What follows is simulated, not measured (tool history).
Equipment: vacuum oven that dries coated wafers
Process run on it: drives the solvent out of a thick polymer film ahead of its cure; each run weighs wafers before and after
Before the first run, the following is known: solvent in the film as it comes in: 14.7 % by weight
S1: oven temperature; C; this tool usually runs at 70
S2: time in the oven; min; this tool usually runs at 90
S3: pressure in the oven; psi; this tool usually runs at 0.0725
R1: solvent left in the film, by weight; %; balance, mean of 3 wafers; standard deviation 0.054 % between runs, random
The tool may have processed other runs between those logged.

| run | hour | S1 | S2 | S3 | R1 |
|---|---|---|---|---|---|
| 1 | 0.0 | 70 | 90 | 0.0725 | 2.58 |
| 2 | 22.8 | 70 | 90 | 0.0725 | 2.48 |
| 3 | 37.9 | 70 | 90 | 0.0725 | 2.51 |
| 4 | 59.7 | 70 | 90 | 0.0725 | 2.57 |
| 5 | 72.0 | 70 | 90 | 0.2544 | 3.15 |
| 6 | 93.8 | 70 | 90 | 0.0725 | 2.55 |
| 7 | 108.5 | 70 | 90 | 0.0725 | 2.50 |
| 8 | 122.3 | 70 | 90 | 0.0725 | 2.59 |
| 9 | 139.8 | 57 | 90 | 0.0725 | 6.68 |
| 10 | 168.4 | 57 | 90 | 0.0725 | 6.68 |
| 11 | 185.4 | 79 | 90 | 0.0725 | 0.89 |
| 12 | 214.8 | 79 | 90 | 0.2808 | 1.34 |
| 13 | 243.5 | 79 | 90 | 0.2808 | 1.32 |
| 14 | 264.7 | 79 | 90 | 0.2808 | 1.38 |
| 15 | 282.4 | 79 | 90 | 0.2808 | 1.32 |
| 16 | 302.6 | 79 | 90 | 0.2808 | 1.43 |
| 17 | 326.2 | 79 | 90 | 0.2808 | 1.41 |
| 18 | 354.0 | 79 | 61 | 0.2808 | 2.21 |
| 19 | 373.5 | 79 | 61 | 0.2808 | 2.20 |
| 20 | 397.9 | 70 | 90 | 0.0969 | 2.76 |
| 21 | 418.6 | 70 | 90 | 0.0969 | 2.81 |
| 22 | 437.2 | 70 | 90 | 0.2090 | 2.93 |
| 23 | 465.7 | 70 | 90 | 0.2090 | 3.00 |
| 24 | 493.3 | 75 | 126 | 0.0725 | 0.63 |
| 25 | 512.7 | 83 | 102 | 0.0669 | 0.29 |
| 26 | 535.5 | 64 | 90 | 0.1099 | 4.51 |
| 27 | 561.7 | 70 | 90 | 0.0563 | 2.63 |
| 28 | 589.0 | 70 | 130 | 0.0439 | 1.29 |
| 29 | 607.5 | 61 | 63 | 0.0725 | 6.78 |
| 30 | 628.1 | 70 | 138 | 0.0725 | 1.31 |
| 31 | 641.5 | 70 | 133 | 0.0715 | 1.41 |
| 32 | 657.9 | 65 | 61 | 0.1919 | 5.90 |
| 33 | 688.3 | 59 | 90 | 0.2129 | 6.44 |
| 34 | 705.5 | 59 | 90 | 0.2129 | 6.57 |
| 35 | 727.6 | 76 | 49 | 0.0745 | 3.31 |
| 36 | 753.0 | 70 | 86 | 0.2580 | 3.39 |
| 37 | 782.4 | 78 | 127 | 0.1336 | 0.54 |
| 38 | 800.6 | 67 | 61 | 0.0725 | 5.13 |
| 39 | 816.0 | 67 | 61 | 0.0725 | 5.20 |
| 40 | 833.6 | 68 | 119 | 0.1117 | 2.38 |
| 41 | 857.3 | 68 | 119 | 0.1117 | 2.30 |
| 42 | 883.8 | 75 | 100 | 0.0373 | 1.17 |
| 43 | 900.5 | 75 | 100 | 0.0373 | 1.07 |
| 44 | 925.2 | 70 | 157 | 0.0373 | 1.03 |
| 45 | 943.1 | 83 | 157 | 0.0373 | 0.20 |
| 46 | 969.6 | 57 | 157 | 0.0474 | 4.03 |

Put back what was entered between runs (3 entries, withheld): which listed runs does each sit between, and how does the hidden state differ from the listed run before to the listed run after?
Runs 19 to 20: vacuum gauge cleaned of residue and calibrated (hour 377.6)
  true wafer temperature over the reading, C: -1.34 -> -1.37; true pressure over the reading, kPa: 0.512 -> 0.58
  what was measured, less what the result would be without the hidden state, R1: +0.44 -> +0.59 %
Runs 21 to 22: vacuum gauge cleaned of residue and calibrated, once more (hour 424.1)
  true wafer temperature over the reading, C: -1.39 -> -1.41; true pressure over the reading, kPa: 0.588 -> 0.019
  what was measured, less what the result would be without the hidden state, R1: +0.61 -> +0.39 %
Runs 44 to 45: oven's thermocouples calibrated (hour 943.1)
  true wafer temperature over the reading, C: -1.96 -> -0.48; true pressure over the reading, kPa: 0.193 -> 0.198
  what was measured, less what the result would be without the hidden state, R1: +0.35 -> +0.06 %

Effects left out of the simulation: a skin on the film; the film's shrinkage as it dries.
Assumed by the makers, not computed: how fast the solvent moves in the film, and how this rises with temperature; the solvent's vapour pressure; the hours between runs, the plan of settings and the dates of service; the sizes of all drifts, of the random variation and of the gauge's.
